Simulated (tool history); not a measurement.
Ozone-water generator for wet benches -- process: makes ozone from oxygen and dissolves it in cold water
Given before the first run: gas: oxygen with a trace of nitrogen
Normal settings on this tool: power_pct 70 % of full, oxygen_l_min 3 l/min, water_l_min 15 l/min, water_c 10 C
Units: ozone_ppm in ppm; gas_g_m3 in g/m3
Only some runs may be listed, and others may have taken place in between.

run	day	power_pct	oxygen_l_min	water_l_min	water_c	ozone_ppm	gas_g_m3
1	0	70	3	15	10	19.1	243.5
2	1.454	70	3.25	15	10	19.3	231
3	2.546	70	3.25	15	10	18.9	234.5
4	4.521	70	3.25	15	10	18.9	231.2
5	6.021	70	3.25	15	10	19	233.6
6	7.138	70	3.25	15	8	19.3	232.9
7	8.462	40	3	15	16	11.5	159.6
8	9.504	70	3	15	6	19.7	243.6
9	11.483	70	3	15	6	19.5	242.8
10	13.162	70	3	15	6	19.5	244
11	14.612	69	3	10	6	28	240.3

5 options for the next run, each taken on its own from the tool as it stands now. Forecast them:
A	16.338	42	3	13	8	?	?
B	16.338	51	3	17	6	?	?
C	16.338	72	3	14	10	?	?
D	16.338	69	4.38	10	6	?	?
E	16.338	70	1.97	10	14	?	?

run	ozone_ppm	gas_g_m3
A	14.8	163.1
B	13.6	193.2
C	20.3	246.2
D	27.2	189.9
E	25.8	315.5
Without the tool's unlogged condition, the same runs would have read:
run	ozone_ppm	gas_g_m3
A	15.5	164.9
B	14.3	195.8
C	21.4	250.7
D	28.6	193.2
E	27.1	321.1

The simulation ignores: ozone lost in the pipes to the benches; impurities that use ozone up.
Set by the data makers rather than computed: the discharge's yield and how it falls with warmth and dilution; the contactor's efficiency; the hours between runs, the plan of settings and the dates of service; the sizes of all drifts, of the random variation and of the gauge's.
